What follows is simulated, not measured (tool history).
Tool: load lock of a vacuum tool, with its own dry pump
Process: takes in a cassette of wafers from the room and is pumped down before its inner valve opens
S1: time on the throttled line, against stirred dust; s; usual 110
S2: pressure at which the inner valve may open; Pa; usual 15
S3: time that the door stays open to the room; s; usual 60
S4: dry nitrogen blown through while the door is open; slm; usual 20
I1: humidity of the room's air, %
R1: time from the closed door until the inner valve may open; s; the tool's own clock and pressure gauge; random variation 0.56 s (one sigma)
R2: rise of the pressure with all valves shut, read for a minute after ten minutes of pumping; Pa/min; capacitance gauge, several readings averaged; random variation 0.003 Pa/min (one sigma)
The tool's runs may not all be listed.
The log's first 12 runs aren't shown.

run 13 hour=998.9 | S1=107 S2=15 S3=60 S4=20 | I1=44.8 | R1=167.4 R2=0.064
run 14 hour=1061.8 | S1=110 S2=14 S3=60 S4=20 | I1=46.3 | R1=170.4 R2=0.069
run 15 hour=1130.7 | S1=110 S2=15 S3=60 S4=9 | I1=42.5 | R1=170.2 R2=0.076
run 16 hour=1188.3 | S1=140 S2=15 S3=60 S4=9 | I1=42.3 | R1=196.9 R2=0.081
run 17 hour=1286.9 | S1=140 S2=15 S3=60 S4=9 | I1=40.8 | R1=196.6 R2=0.078
run 18 hour=1365.8 | S1=140 S2=15 S3=60 S4=9 | I1=43.2 | R1=197.2 R2=0.085
run 19 hour=1436.2 | S1=140 S2=15 S3=60 S4=9 | I1=45.3 | R1=197.2 R2=0.091
run 20 hour=1521.4 | S1=63 S2=15 S3=116 S4=24 | I1=47.7 | R1=128.2 R2=0.102
run 21 hour=1612.9 | S1=63 S2=15 S3=116 S4=24 | I1=46.1 | R1=128.1 R2=0.102
run 22 hour=1668.1 | S1=124 S2=14 S3=138 S4=39 | I1=43.2 | R1=182.3 R2=0.099
run 23 hour=1757.7 | S1=124 S2=14 S3=138 S4=39 | I1=46.3 | R1=183.8 R2=0.106
run 24 hour=1854.4 | S1=70 S2=15 S3=60 S4=33 | I1=48 | R1=134.3 R2=0.107
run 25 hour=1922.8 | S1=110 S2=15 S3=29 S4=20 | I1=41.2 | R1=170.6 R2=0.101
run 26 hour=1974.2 | S1=110 S2=28 S3=28 S4=20 | I1=43.1 | R1=165.4 R2=0.109
run 27 hour=2045.5 | S1=110 S2=28 S3=59 S4=20 | I1=46.6 | R1=165.7 R2=0.118
run 28 hour=2109.7 | S1=79 S2=19 S3=60 S4=17 | I1=41.7 | R1=141.2 R2=0.125
run 29 hour=2212.8 | S1=79 S2=19 S3=60 S4=17 | I1=42.4 | R1=139.8 R2=0.128
run 30 hour=2304.5 | S1=111 S2=10 S3=60 S4=7 | I1=45 | R1=174.4 R2=0.139
run 31 hour=2359 | S1=110 S2=30 S3=197 S4=30 | I1=47.9 | R1=164.5 R2=0.153
run 32 hour=2448.8 | S1=110 S2=20 S3=115 S4=30 | I1=43.8 | R1=167.9 R2=0.148
run 33 hour=2534.4 | S1=83 S2=10 S3=212 S4=11 | I1=48.5 | R1=150.1 R2=0.188
run 34 hour=2590.8 | S1=83 S2=10 S3=149 S4=5 | I1=40.7 | R1=149.8 R2=0.182
run 35 hour=2679.1 | S1=116 S2=14 S3=101 S4=20 | I1=41.7 | R1=176.1 R2=0.167
run 36 hour=2748.7 | S1=110 S2=15 S3=60 S4=4 | I1=47.9 | R1=171.3 R2=0.174
run 37 hour=2840.6 | S1=110 S2=15 S3=60 S4=29 | I1=43.8 | R1=171.5 R2=0.166

Forecast each of these 4 alternatives for the next run:
run A hour=2942.3 | S1=110 S2=26 S3=60 S4=29 | I1=45 | R1=? R2=?
run B hour=2942.3 | S1=62 S2=15 S3=75 S4=25 | I1=41.6 | R1=? R2=?
run C hour=2942.3 | S1=168 S2=13 S3=60 S4=7 | I1=42.2 | R1=? R2=?
run D hour=2942.3 | S1=127 S2=14 S3=60 S4=20 | I1=43.3 | R1=? R2=?

run=A R1=165.7 R2=0.176
run=B R1=126.9 R2=0.184
run=C R1=224.6 R2=0.182
run=D R1=187.3 R2=0.178
Without the tool's hidden state the same runs would have given:
run=A R1=164.5 R2=0.018
run=B R1=125.3 R2=0.021
run=C R1=223.4 R2=0.025
run=D R1=186 R2=0.02
